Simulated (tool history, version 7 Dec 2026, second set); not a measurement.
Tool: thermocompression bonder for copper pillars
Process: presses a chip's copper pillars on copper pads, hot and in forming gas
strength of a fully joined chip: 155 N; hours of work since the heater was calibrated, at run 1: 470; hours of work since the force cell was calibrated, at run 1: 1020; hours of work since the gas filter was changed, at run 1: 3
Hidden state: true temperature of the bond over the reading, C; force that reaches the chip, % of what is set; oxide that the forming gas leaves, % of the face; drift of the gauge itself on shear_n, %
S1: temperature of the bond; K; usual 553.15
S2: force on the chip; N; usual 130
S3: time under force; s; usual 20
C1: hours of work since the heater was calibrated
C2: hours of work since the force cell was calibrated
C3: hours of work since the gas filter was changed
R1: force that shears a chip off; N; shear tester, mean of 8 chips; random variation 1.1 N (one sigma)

| run | day | S1 | S2 | S3 | C1 | C2 | C3 | R1 |
|---|---|---|---|---|---|---|---|---|
| 1 | 0 | 553.15 | 130 | 20 | 470 | 1020 | 3 | 99.3 |
| 2 | 1.058 | 553.15 | 130 | 20 | 484 | 1033 | 16 | 97.1 |
| 3 | 1.958 | 553.15 | 130 | 20 | 495 | 1044 | 28 | 97.7 |
| 4 | 2.662 | 553.15 | 130 | 20 | 504 | 1053 | 37 | 97.6 |
| 5 | 3.462 | 553.15 | 130 | 20 | 514 | 1063 | 47 | 94.9 |
| 6 | 3.992 | 553.15 | 130 | 51 | 521 | 1070 | 53 | 122.2 |
| 7 | 5.162 | 553.15 | 130 | 51 | 535 | 1085 | 68 | 123.2 |
| 8 | 5.771 | 553.15 | 108 | 20 | 543 | 1092 | 76 | 85.4 |
| 9 | 6.508 | 553.15 | 108 | 20 | 552 | 1102 | 85 | 86.3 |
| 10 | 7.058 | 553.15 | 130 | 20 | 559 | 1109 | 92 | 97.2 |
| 11 | 8.075 | 553.15 | 131 | 20 | 572 | 1122 | 105 | 95.8 |
| 12 | 8.9 | 549.15 | 130 | 20 | 583 | 1132 | 115 | 93.8 |
| 13 | 9.471 | 553.15 | 130 | 20 | 590 | 1139 | 123 | 97.2 |
| 14 | 10.638 | 553.15 | 130 | 20 | 604 | 1154 | 137 | 95.5 |
|  | 11.438 | force cell calibrated |
| 15 | 11.496 | 553.15 | 130 | 20 | 615 | 1 | 147 | 91.9 |
| 16 | 12.125 | 553.15 | 130 | 20 | 623 | 9 | 155 | 91.9 |
| 17 | 13.312 | 553.15 | 145 | 20 | 638 | 24 | 170 | 98.1 |
| 18 | 13.904 | 553.15 | 145 | 20 | 645 | 31 | 178 | 98.3 |
| 19 | 14.917 | 553.15 | 153 | 20 | 658 | 44 | 191 | 98.4 |
| 20 | 16.112 | 553.15 | 130 | 20 | 673 | 59 | 206 | 91 |
| 21 | 17.254 | 566.15 | 165 | 11 | 687 | 73 | 220 | 95.9 |
| 22 | 18.029 | 566.15 | 165 | 11 | 697 | 83 | 230 | 95.3 |
| 23 | 18.942 | 576.15 | 160 | 32 | 709 | 95 | 241 | 123.8 |
| 24 | 19.917 | 576.15 | 160 | 32 | 721 | 107 | 254 | 123.3 |
| 25 | 20.992 | 562.15 | 130 | 20 | 734 | 121 | 267 | 94.2 |
| 26 | 22.175 | 553.15 | 130 | 19 | 749 | 136 | 282 | 86.8 |
| 27 | 23.15 | 533.15 | 120 | 20 | 762 | 148 | 295 | 68.5 |
|  | 24.029 | forming gas filter changed |
| 28 | 24.204 | 525.15 | 185 | 58 | 775 | 161 | 2 | 126.5 |
| 29 | 25.358 | 525.15 | 130 | 32 | 789 | 176 | 17 | 89.9 |
| 30 | 26.608 | 525.15 | 130 | 20 | 805 | 191 | 33 | 74.5 |
| 31 | 27.188 | 525.15 | 130 | 20 | 813 | 199 | 40 | 75.5 |
| 32 | 28.088 | 548.15 | 130 | 16 | 824 | 210 | 51 | 85.8 |
| 33 | 29.333 | 548.15 | 130 | 16 | 840 | 226 | 67 | 85.6 |
| 34 | 29.9 | 531.15 | 87 | 11 | 847 | 233 | 74 | 43.8 |
| 35 | 31.104 | 531.15 | 87 | 11 | 862 | 248 | 89 | 43.9 |
| 36 | 31.933 | 531.15 | 87 | 11 | 872 | 259 | 100 | 44 |
| 37 | 32.621 | 553.15 | 95 | 20 | 881 | 267 | 108 | 76.3 |
| 38 | 33.329 | 569.15 | 182 | 24 | 890 | 276 | 117 | 126 |
| 39 | 34.321 | 569.15 | 182 | 24 | 903 | 289 | 130 | 128 |

5 ways to go on from here, each from the tool as it stands after run 39. What would each give?
| A | 35.354 | 572.15 | 130 | 15 | 916 | 302 | 143 | ? |
| B | 35.354 | 558.15 | 96 | 53 | 916 | 302 | 143 | ? |
| C | 35.354 | 572.15 | 182 | 41 | 916 | 302 | 143 | ? |
| D | 35.354 | 573.15 | 130 | 20 | 916 | 302 | 143 | ? |
| E | 35.354 | 551.15 | 164 | 20 | 916 | 302 | 143 | ? |

| run | R1 |
|---|---|
| A | 99 |
| B | 105.4 |
| C | 138.4 |
| D | 107.1 |
| E | 104.5 |
Without the tool's hidden state the same runs would have given:
| run | R1 |
|---|---|
| A | 98.6 |
| B | 105.2 |
| C | 143.1 |
| D | 107.3 |
| E | 104.3 |

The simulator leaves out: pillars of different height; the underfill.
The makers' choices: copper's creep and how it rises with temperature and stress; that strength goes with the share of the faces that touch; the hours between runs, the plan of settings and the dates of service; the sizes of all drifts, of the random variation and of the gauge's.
